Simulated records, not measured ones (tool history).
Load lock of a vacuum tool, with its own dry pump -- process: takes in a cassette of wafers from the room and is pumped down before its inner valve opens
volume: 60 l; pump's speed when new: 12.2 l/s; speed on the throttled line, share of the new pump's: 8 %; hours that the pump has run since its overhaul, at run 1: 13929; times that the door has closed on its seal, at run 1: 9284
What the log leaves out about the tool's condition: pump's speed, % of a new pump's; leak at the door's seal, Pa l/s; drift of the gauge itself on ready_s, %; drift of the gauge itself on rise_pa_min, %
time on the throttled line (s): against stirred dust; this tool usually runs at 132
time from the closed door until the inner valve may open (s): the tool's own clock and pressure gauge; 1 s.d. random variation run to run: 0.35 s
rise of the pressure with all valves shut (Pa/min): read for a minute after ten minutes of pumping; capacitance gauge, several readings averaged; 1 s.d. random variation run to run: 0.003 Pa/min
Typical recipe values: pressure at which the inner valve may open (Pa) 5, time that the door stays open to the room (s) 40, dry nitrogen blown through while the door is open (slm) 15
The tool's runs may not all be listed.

| run | hour | time on the throttled line (s) | pressure at which the inner valve may open (Pa) | time that the door stays open to the room (s) | dry nitrogen blown through while the door is open (slm) | hours that the pump has run since its overhaul | times that the door has closed on its seal | incoming humidity of the room's air, % | time from the closed door until the inner valve may open (s) | rise of the pressure with all valves shut (Pa/min) |
|---|---|---|---|---|---|---|---|---|---|---|
| 1 | 0 | 132 | 5 | 40 | 15 | 13929 | 9284 | 42 | 175 | 0.06 |
| 2 | 279.3 | 132 | 5 | 40 | 15 | 14208 | 10674 | 40.9 | 175.6 | 0.065 |
| 3 | 758.1 | 132 | 5 | 40 | 15 | 14687 | 13057 | 47.6 | 175.2 | 0.082 |
| 4 | 1102 | 132 | 5 | 40 | 15 | 15031 | 14769 | 47.2 | 175.2 | 0.094 |
| 5 | 1406.8 | 132 | 5 | 40 | 15 | 15335 | 16286 | 45.6 | 175.4 | 0.105 |
| 6 | 1667.1 | 132 | 5 | 40 | 15 | 15596 | 17582 | 42.1 | 176.1 | 0.099 |
|  | 1894.2 | dry pump taken out, an overhauled one fitted |
| 7 | 2103.5 | 132 | 7 | 40 | 15 | 209 | 19724 | 43.4 | 168.1 | 0.115 |
| 8 | 2582.1 | 132 | 7 | 40 | 15 | 688 | 22106 | 46.3 | 168.5 | 0.137 |
| 9 | 3050.1 | 132 | 6 | 40 | 15 | 1156 | 24436 | 47.1 | 169.8 | 0.16 |
| 10 | 3319 | 132 | 6 | 40 | 15 | 1425 | 25774 | 44.8 | 168.8 | 0.169 |
| 11 | 3594 | 132 | 6 | 40 | 15 | 1700 | 27143 | 44.1 | 169.6 | 0.175 |
| 12 | 4188.2 | 99 | 5 | 40 | 15 | 2294 | 30100 | 45.1 | 140.6 | 0.206 |
| 13 | 4600.9 | 132 | 5 | 40 | 15 | 2707 | 32155 | 42.6 | 170.5 | 0.224 |
| 14 | 5048.2 | 132 | 5 | 40 | 27 | 3154 | 34381 | 41.1 | 171.4 | 0.244 |
| 15 | 5367.5 | 132 | 5 | 40 | 27 | 3473 | 35970 | 39.3 | 170.7 | 0.253 |
| 16 | 5889.8 | 132 | 5 | 40 | 15 | 3996 | 38570 | 48.5 | 171.2 | 0.301 |
| 17 | 6377.5 | 132 | 5 | 40 | 15 | 4483 | 40997 | 45.6 | 171.2 | 0.325 |
| 18 | 6796.2 | 132 | 5 | 40 | 15 | 4902 | 43082 | 44.9 | 171.4 | 0.341 |
| 19 | 7219.8 | 132 | 5 | 40 | 15 | 5326 | 45190 | 45.8 | 171.8 | 0.378 |
| 20 | 7664 | 84 | 9 | 37 | 16 | 5770 | 47401 | 46.7 | 125.1 | 0.402 |
| 21 | 8145 | 219 | 9 | 28 | 6 | 6251 | 49795 | 43.1 | 247.6 | 0.421 |
| 22 | 8588.9 | 219 | 9 | 28 | 6 | 6695 | 52005 | 44.9 | 248.7 | 0.451 |
| 23 | 9008.9 | 132 | 5 | 85 | 15 | 7115 | 54095 | 45 | 172.3 | 0.502 |
| 24 | 9602.8 | 217 | 4 | 26 | 34 | 7709 | 57051 | 43.9 | 251.9 | 0.515 |
| 25 | 10105.7 | 76 | 10 | 30 | 34 | 8212 | 59555 | 44.7 | 118.4 | 0.546 |
|  | 10194.8 | door's seal changed, seat wiped |
| 26 | 10568.3 | 76 | 7 | 77 | 34 | 8673 | 1859 | 45.9 | 119.7 | 0.034 |
| 27 | 11123.1 | 132 | 5 | 40 | 21 | 9227 | 4621 | 42.5 | 173.7 | 0.044 |
| 28 | 11402.9 | 132 | 5 | 40 | 21 | 9507 | 6014 | 46.8 | 173.9 | 0.043 |
| 29 | 11871.3 | 130 | 5 | 43 | 43 | 9976 | 8345 | 47 | 172.1 | 0.052 |
| 30 | 12275.5 | 132 | 4 | 56 | 9 | 10380 | 10357 | 39.8 | 175.2 | 0.076 |
| 31 | 12818.5 | 132 | 5 | 56 | 6 | 10923 | 13059 | 42.4 | 174.3 | 0.093 |
| 32 | 13356.4 | 204 | 10 | 31 | 10 | 11461 | 15737 | 46.6 | 236.1 | 0.098 |
| 33 | 13692.4 | 112 | 6 | 73 | 15 | 11797 | 17409 | 46.3 | 156.2 | 0.124 |
| 34 | 14093 | 132 | 5 | 159 | 15 | 12197 | 19403 | 44.4 | 174.5 | 0.161 |
| 35 | 14635.8 | 132 | 5 | 159 | 15 | 12740 | 22105 | 45.2 | 175 | 0.177 |
| 36 | 14881.5 | 132 | 5 | 159 | 10 | 12986 | 23328 | 48.2 | 175 | 0.205 |

Across each entry between runs, compare the hidden state at the last listed run before it with the hidden state at the first listed run after it:
Run 6 -> run 7: dry pump taken out, an overhauled one fitted (hour 1894.2)
  pump's speed, % of a new pump's: 86.2 -> 100.3; leak at the door's seal, Pa l/s: 0.0776 -> 0.0925
  measured less the result without the state, time from the closed door until the inner valve may open (s): +6.1 -> -0.1; rise of the pressure with all valves shut (Pa/min): +0.076 -> +0.089
Run 25 -> run 26: door's seal changed, seat wiped (hour 10194.8)
  pump's speed, % of a new pump's: 92.6 -> 92.2; leak at the door's seal, Pa l/s: 0.533 -> 0.0072
  measured less the result without the state, time from the closed door until the inner valve may open (s): +3.2 -> +3.4; rise of the pressure with all valves shut (Pa/min): +0.528 -> +0.005
